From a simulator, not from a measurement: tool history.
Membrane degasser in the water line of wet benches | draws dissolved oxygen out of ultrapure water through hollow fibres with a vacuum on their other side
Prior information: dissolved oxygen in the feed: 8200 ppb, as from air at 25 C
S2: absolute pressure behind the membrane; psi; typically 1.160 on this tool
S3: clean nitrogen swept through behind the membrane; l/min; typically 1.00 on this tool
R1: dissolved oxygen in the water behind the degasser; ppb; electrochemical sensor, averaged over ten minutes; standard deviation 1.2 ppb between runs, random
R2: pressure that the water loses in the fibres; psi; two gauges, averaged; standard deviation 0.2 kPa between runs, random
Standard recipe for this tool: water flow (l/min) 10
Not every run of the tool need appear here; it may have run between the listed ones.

Run 1, day 0.000: usual settings. Result: R1 146.1 ppb, R2 6.863 psi.
Run 2, day 1.750: usual settings. Result: R1 145.0 ppb, R2 6.863 psi.
Run 3, day 3.267: usual settings. Result: R1 144.6 ppb, R2 6.921 psi.
Run 4, day 5.162: usual settings. Result: R1 147.3 ppb, R2 6.891 psi.
Run 5, day 7.242: usual settings. Result: R1 147.9 ppb, R2 6.870 psi.
Run 6, day 8.262: usual settings. Result: R1 144.1 ppb, R2 6.850 psi.
Run 7, day 9.496: usual settings but water flow (l/min) 7. Result: R1 95.3 ppb, R2 4.799 psi.
Run 8, day 11.121: usual settings but water flow (l/min) 7. Result: R1 96.3 ppb, R2 4.820 psi.
Run 9, day 12.162: usual settings but S2 1.453 psi. Result: R1 191.0 ppb, R2 6.857 psi.
Run 10, day 14.271: usual settings but S2 1.453 psi. Result: R1 195.3 ppb, R2 6.960 psi.
Run 11, day 15.925: usual settings. Result: R1 147.0 ppb, R2 6.853 psi.
Run 12, day 17.946: usual settings but S3 0.71 l/min. Result: R1 191.4 ppb, R2 6.917 psi.
Run 13, day 19.621: usual settings but water flow (l/min) 6, S2 1.137 psi, S3 2.64 l/min. Result: R1 33.2 ppb, R2 4.148 psi.
Run 14, day 21.296: usual settings but water flow (l/min) 15, S2 1.137 psi, S3 0.95 l/min. Result: R1 250.5 ppb, R2 10.348 psi.
Run 15, day 23.475: usual settings but water flow (l/min) 14, S2 1.020 psi, S3 1.09 l/min. Result: R1 189.6 ppb, R2 9.639 psi.
Run 16, day 24.767: usual settings but S3 1.88 l/min. Result: R1 93.1 ppb, R2 6.879 psi.
Run 17, day 26.733: usual settings but water flow (l/min) 6, S2 1.060 psi, S3 1.88 l/min. Result: R1 40.5 ppb, R2 4.142 psi.
Run 18, day 28.862: usual settings but water flow (l/min) 16, S2 0.741 psi, S3 0.69 l/min. Result: R1 203.5 ppb, R2 11.042 psi.
Run 19, day 30.388: usual settings but water flow (l/min) 16, S2 0.741 psi, S3 0.69 l/min. Result: R1 204.3 ppb, R2 11.046 psi.
Run 20, day 32.338: usual settings but water flow (l/min) 9, S2 2.454 psi, S3 1.22 l/min. Result: R1 265.4 ppb, R2 6.238 psi.
Run 21, day 34.621: usual settings but S3 1.22 l/min. Result: R1 127.5 ppb, R2 6.924 psi.
Run 22, day 36.425: usual settings but S3 1.22 l/min. Result: R1 127.1 ppb, R2 6.927 psi.
Run 23, day 38.588: usual settings but S2 1.230 psi, S3 1.04 l/min. Result: R1 154.0 ppb, R2 6.931 psi.

Predict each of these 5 candidate next runs independently; none follows another, all start after run 23:
At day 40.075: vacuum gauge calibrated.
Run A, day 40.100: usual settings but water flow (l/min) 6, S2 1.230 psi, S3 2.36 l/min. Result: R1 ?, R2 ?.
At day 40.075: vacuum gauge calibrated.
Run B, day 40.100: usual settings but water flow (l/min) 7, S2 1.427 psi, S3 0.48 l/min. Result: R1 ?, R2 ?.
At day 40.075: vacuum gauge calibrated.
Run C, day 40.100: usual settings but water flow (l/min) 11, S3 1.81 l/min. Result: R1 ?, R2 ?.
At day 40.075: vacuum gauge calibrated.
Run D, day 40.100: usual settings but water flow (l/min) 15, S2 1.468 psi, S3 0.48 l/min. Result: R1 ?, R2 ?.
At day 40.075: vacuum gauge calibrated.
Run E, day 40.100: usual settings but water flow (l/min) 12, S2 0.979 psi, S3 0.87 l/min. Result: R1 ?, R2 ?.

run     R1      R2
  A   39.7   4.150
  B  233.3   4.827
  C  108.6   7.588
  D  506.7  10.414
  E  155.2   8.263
Without the tool's unlogged condition, the same runs would have read:
run     R1      R2
  A   38.3   4.125
  B  228.6   4.798
  C  106.0   7.542
  D  501.3  10.350
  E  151.8   8.212

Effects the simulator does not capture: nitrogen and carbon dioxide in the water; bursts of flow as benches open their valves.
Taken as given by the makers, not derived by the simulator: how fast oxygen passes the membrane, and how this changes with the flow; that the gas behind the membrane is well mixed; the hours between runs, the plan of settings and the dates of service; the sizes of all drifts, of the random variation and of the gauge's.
